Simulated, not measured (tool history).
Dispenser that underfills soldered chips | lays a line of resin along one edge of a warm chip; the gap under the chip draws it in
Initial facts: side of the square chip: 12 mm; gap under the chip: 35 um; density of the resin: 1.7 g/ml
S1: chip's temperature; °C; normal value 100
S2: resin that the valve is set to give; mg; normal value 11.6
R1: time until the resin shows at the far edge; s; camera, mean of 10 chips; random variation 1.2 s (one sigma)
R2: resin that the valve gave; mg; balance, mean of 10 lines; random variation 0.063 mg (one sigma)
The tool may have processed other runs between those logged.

run 1 hour=0.0 | S1=100 S2=11.6 | R1=134.6 R2=11.43
run 2 hour=6.3 | S1=111 S2=11.6 | R1=96.1 R2=11.48
-- hour=11.0 new syringe of resin
run 3 hour=17.4 | S1=111 S2=11.6 | R1=91.8 R2=11.24
run 4 hour=24.2 | S1=111 S2=11.6 | R1=106.4 R2=11.34
-- hour=26.1 new syringe of resin
run 5 hour=30.6 | S1=111 S2=11.6 | R1=88.5 R2=11.32
run 6 hour=38.5 | S1=111 S2=11.6 | R1=105.7 R2=11.29
-- hour=40.5 new syringe of resin
run 7 hour=44.8 | S1=100 S2=11.6 | R1=135.9 R2=11.29
run 8 hour=51.5 | S1=100 S2=11.6 | R1=155.9 R2=11.27
-- hour=54.9 new syringe of resin
run 9 hour=57.9 | S1=100 S2=11.6 | R1=132.7 R2=11.24
run 10 hour=66.4 | S1=104 S2=11.6 | R1=133.2 R2=11.22
-- hour=69.5 new syringe of resin
run 11 hour=77.4 | S1=100 S2=11.6 | R1=145.7 R2=11.32
-- hour=83.9 new syringe of resin
run 12 hour=85.2 | S1=100 S2=11.6 | R1=127.5 R2=11.21
run 13 hour=96.4 | S1=100 S2=10.3 | R1=172.8 R2=9.82
-- hour=98.5 new syringe of resin
run 14 hour=108.6 | S1=100 S2=10.3 | R1=164.0 R2=9.89
-- hour=113.4 new syringe of resin
run 15 hour=117.6 | S1=100 S2=10.3 | R1=142.9 R2=9.87
-- hour=127.7 new syringe of resin
run 16 hour=128.2 | S1=100 S2=11.6 | R1=129.1 R2=11.06
run 17 hour=133.8 | S1=100 S2=11.6 | R1=144.3 R2=11.12
-- hour=138.5 dispensing valve cleaned and set on the balance
run 18 hour=140.9 | S1=100 S2=11.6 | R1=162.8 R2=11.55
-- hour=143.1 new syringe of resin
run 19 hour=149.7 | S1=109 S2=12.0 | R1=99.6 R2=11.81
run 20 hour=156.9 | S1=95 S2=15.1 | R1=199.0 R2=15.07
-- hour=157.9 new syringe of resin
run 21 hour=167.7 | S1=105 S2=13.6 | R1=120.5 R2=13.55
-- hour=172.8 new syringe of resin
run 22 hour=175.5 | S1=89 S2=14.4 | R1=207.8 R2=14.34
run 23 hour=181.0 | S1=89 S2=14.4 | R1=234.2 R2=14.37
-- hour=187.2 new syringe of resin
run 24 hour=190.1 | S1=97 S2=12.6 | R1=154.6 R2=12.56
run 25 hour=200.7 | S1=97 S2=12.6 | R1=193.3 R2=12.40
-- hour=202.0 new syringe of resin
run 26 hour=206.9 | S1=102 S2=14.1 | R1=125.9 R2=13.77
-- hour=216.5 new syringe of resin
run 27 hour=217.7 | S1=98 S2=15.0 | R1=138.0 R2=14.70
run 28 hour=223.0 | S1=98 S2=15.0 | R1=151.9 R2=14.68
-- hour=231.2 new syringe of resin
run 29 hour=232.5 | S1=98 S2=15.0 | R1=137.2 R2=14.81
run 30 hour=243.2 | S1=102 S2=12.0 | R1=151.0 R2=11.69
-- hour=245.5 new syringe of resin
run 31 hour=253.7 | S1=95 S2=12.8 | R1=187.0 R2=12.58
-- hour=259.7 new syringe of resin
run 32 hour=260.9 | S1=95 S2=12.8 | R1=162.2 R2=12.56
run 33 hour=268.1 | S1=115 S2=15.0 | R1=82.5 R2=14.55
-- hour=274.6 new syringe of resin
run 34 hour=276.3 | S1=86 S2=15.0 | R1=235.4 R2=14.59
run 35 hour=288.4 | S1=96 S2=13.9 | R1=196.7 R2=13.48

3 ways to go on from here, each from the tool as it stands after run 35. What would each give?
-- hour=289.6 new syringe of resin
run A hour=299.6 | S1=96 S2=10.4 | R1=? R2=?
-- hour=289.6 new syringe of resin
run B hour=299.6 | S1=109 S2=14.3 | R1=? R2=?
-- hour=289.6 new syringe of resin
run C hour=299.6 | S1=106 S2=12.2 | R1=? R2=?

run=A R1=201.2 R2=9.91
run=B R1=107.8 R2=13.81
run=C R1=126.6 R2=11.81
With the hidden condition removed and each run's random variation left untouched, the same runs would have given:
run=A R1=140.4 R2=10.28
run=B R1=76.7 R2=14.32
run=C R1=89.6 R2=12.24

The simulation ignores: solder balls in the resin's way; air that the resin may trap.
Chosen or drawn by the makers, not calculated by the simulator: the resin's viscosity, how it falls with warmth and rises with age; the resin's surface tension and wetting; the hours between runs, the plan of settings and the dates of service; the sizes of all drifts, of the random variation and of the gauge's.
